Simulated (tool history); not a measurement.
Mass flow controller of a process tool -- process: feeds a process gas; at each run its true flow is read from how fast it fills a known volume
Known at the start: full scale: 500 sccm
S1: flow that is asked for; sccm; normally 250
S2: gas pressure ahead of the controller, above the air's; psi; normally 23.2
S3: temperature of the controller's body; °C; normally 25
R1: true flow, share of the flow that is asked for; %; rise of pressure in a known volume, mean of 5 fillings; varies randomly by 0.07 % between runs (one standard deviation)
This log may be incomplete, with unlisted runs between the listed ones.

run      day   S1    S2  S3     R1
  1    0.000  250  23.2  25  98.37
  2   14.304  250  23.2  25  98.28
  3   29.975  250  23.2  25  98.41
  4   47.500  250  23.2  25  98.34
  5   59.279  250  23.2  25  98.21
  6   76.196  250  23.2  25  98.27
  7   95.233  250  23.2  25  98.24
  8  108.188  250  23.2  25  98.21
  9  120.750  250  23.2  25  98.15
 10  136.529  250  23.2  25  98.24
 11  146.192  250  23.2  25  98.09
 12  162.583  250  23.2  25  97.97
 13  174.208  250  23.2  25  98.08
 14  184.808  311  23.2  34  98.70
 15  197.446  311  26.3  30  98.41
 16  215.796   93  23.6  25  98.02
 17  226.633  250  23.2  31  98.07
 18  238.238  436  29.4  33  99.07
 19  257.725  436  29.4  33  99.15
 20  273.471  185  23.2  29  97.87
 21  290.988  271  21.6  29  97.91
 22  311.896  172  38.7  35  98.63
 23  324.133  172  38.7  35  98.61
 24  341.279  330  30.5  37  98.72
 25  358.671  407  30.5  32  98.67
 26  376.154   90  30.9  26  98.70

The same runs without the tool's hidden state, with the same run-to-run variation:
The hidden state here: flow at rest that the sensor doesn't see, % of full scale; true flow over the shown one, %; drift of the gauge itself on true_pct, %.
run      R1
  1   98.53
  2   98.47
  3   98.64
  4   98.60
  5   98.49
  6   98.58
  7   98.58
  8   98.58
  9   98.55
 10   98.66
 11   98.53
 12   98.44
 13   98.58
 14   99.32
 15   99.06
 16   97.70
 17   98.68
 18   99.95
 19  100.08
 20   98.35
 21   98.70
 22   99.08
 23   99.08
 24   99.75
 25   99.87
 26   98.10

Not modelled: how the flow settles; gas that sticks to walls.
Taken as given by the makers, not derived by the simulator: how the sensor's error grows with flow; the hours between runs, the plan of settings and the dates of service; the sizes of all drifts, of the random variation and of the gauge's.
